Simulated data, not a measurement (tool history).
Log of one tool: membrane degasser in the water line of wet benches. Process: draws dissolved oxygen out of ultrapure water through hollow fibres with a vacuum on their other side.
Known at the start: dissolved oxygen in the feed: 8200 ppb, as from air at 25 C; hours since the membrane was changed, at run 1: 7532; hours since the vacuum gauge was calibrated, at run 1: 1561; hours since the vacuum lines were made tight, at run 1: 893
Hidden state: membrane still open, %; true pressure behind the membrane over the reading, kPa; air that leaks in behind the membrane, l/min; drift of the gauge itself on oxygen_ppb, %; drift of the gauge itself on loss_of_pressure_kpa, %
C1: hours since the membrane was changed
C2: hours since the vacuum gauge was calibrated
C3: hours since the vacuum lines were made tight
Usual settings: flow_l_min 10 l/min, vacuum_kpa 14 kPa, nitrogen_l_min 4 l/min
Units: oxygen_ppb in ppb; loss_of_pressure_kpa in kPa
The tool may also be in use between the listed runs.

run 1 hour=0 | flow_l_min=10 vacuum_kpa=14 nitrogen_l_min=4 | C1=7532 C2=1561 C3=893 | oxygen_ppb=70 loss_of_pressure_kpa=49.59
run 2 hour=160.1 | flow_l_min=10 vacuum_kpa=14 nitrogen_l_min=4 | C1=7692 C2=1721 C3=1053 | oxygen_ppb=69.1 loss_of_pressure_kpa=49.39
run 3 hour=265.4 | flow_l_min=10 vacuum_kpa=14 nitrogen_l_min=4 | C1=7797 C2=1827 C3=1158 | oxygen_ppb=68.6 loss_of_pressure_kpa=49.62
run 4 hour=357 | flow_l_min=10 vacuum_kpa=10.7 nitrogen_l_min=4 | C1=7889 C2=1918 C3=1250 | oxygen_ppb=49.1 loss_of_pressure_kpa=49.77
run 5 hour=492.4 | flow_l_min=10 vacuum_kpa=10.7 nitrogen_l_min=3.83 | C1=8024 C2=2054 C3=1385 | oxygen_ppb=49.7 loss_of_pressure_kpa=49.49
-- hour=524.8 membrane cartridge changed
run 6 hour=673.9 | flow_l_min=10 vacuum_kpa=8.4 nitrogen_l_min=4 | C1=149 C2=2231 C3=1562 | oxygen_ppb=35 loss_of_pressure_kpa=49.15
run 7 hour=773.3 | flow_l_min=10 vacuum_kpa=8.4 nitrogen_l_min=4 | C1=248 C2=2331 C3=1662 | oxygen_ppb=35.2 loss_of_pressure_kpa=49.69
run 8 hour=863 | flow_l_min=10 vacuum_kpa=14 nitrogen_l_min=4 | C1=338 C2=2420 C3=1752 | oxygen_ppb=69.3 loss_of_pressure_kpa=49.4
run 9 hour=961.8 | flow_l_min=10 vacuum_kpa=14 nitrogen_l_min=7.23 | C1=437 C2=2519 C3=1850 | oxygen_ppb=40.3 loss_of_pressure_kpa=49.56
run 10 hour=1060.1 | flow_l_min=10 vacuum_kpa=14 nitrogen_l_min=7.23 | C1=535 C2=2617 C3=1949 | oxygen_ppb=40 loss_of_pressure_kpa=49.53
run 11 hour=1203.4 | flow_l_min=13 vacuum_kpa=25.2 nitrogen_l_min=4.49 | C1=679 C2=2761 C3=2092 | oxygen_ppb=159.9 loss_of_pressure_kpa=64.46
run 12 hour=1320.7 | flow_l_min=13 vacuum_kpa=25.2 nitrogen_l_min=4.49 | C1=796 C2=2878 C3=2209 | oxygen_ppb=160 loss_of_pressure_kpa=64.34
run 13 hour=1475.6 | flow_l_min=13 vacuum_kpa=25.2 nitrogen_l_min=4.49 | C1=951 C2=3033 C3=2364 | oxygen_ppb=161.6 loss_of_pressure_kpa=64.24
run 14 hour=1580.9 | flow_l_min=13 vacuum_kpa=25.2 nitrogen_l_min=4.49 | C1=1056 C2=3138 C3=2469 | oxygen_ppb=164.3 loss_of_pressure_kpa=64.36
run 15 hour=1702.3 | flow_l_min=13 vacuum_kpa=25.2 nitrogen_l_min=4.49 | C1=1177 C2=3260 C3=2591 | oxygen_ppb=162.7 loss_of_pressure_kpa=64.13
run 16 hour=1851.4 | flow_l_min=13 vacuum_kpa=25.2 nitrogen_l_min=4.49 | C1=1327 C2=3409 C3=2740 | oxygen_ppb=161.5 loss_of_pressure_kpa=64.48
-- hour=1987 seals of the vacuum lines changed
run 17 hour=2050.1 | flow_l_min=10 vacuum_kpa=8.6 nitrogen_l_min=2.6 | C1=1523 C2=3605 C3=63 | oxygen_ppb=54.1 loss_of_pressure_kpa=49.56
run 18 hour=2219.6 | flow_l_min=15 vacuum_kpa=11.3 nitrogen_l_min=3.54 | C1=1693 C2=3775 C3=233 | oxygen_ppb=93.5 loss_of_pressure_kpa=74.6

Hidden state at the last listed run before each entry between runs and at the first one after, where it differs:
Between runs 5 and 6: membrane cartridge changed (hour 524.8)
  membrane still open, %: 99.7 -> 100
Between runs 16 and 17: seals of the vacuum lines changed (hour 1987)
  membrane still open, %: 100 -> 99.9; air that leaks in behind the membrane, l/min: 0.0025 -> 0.002
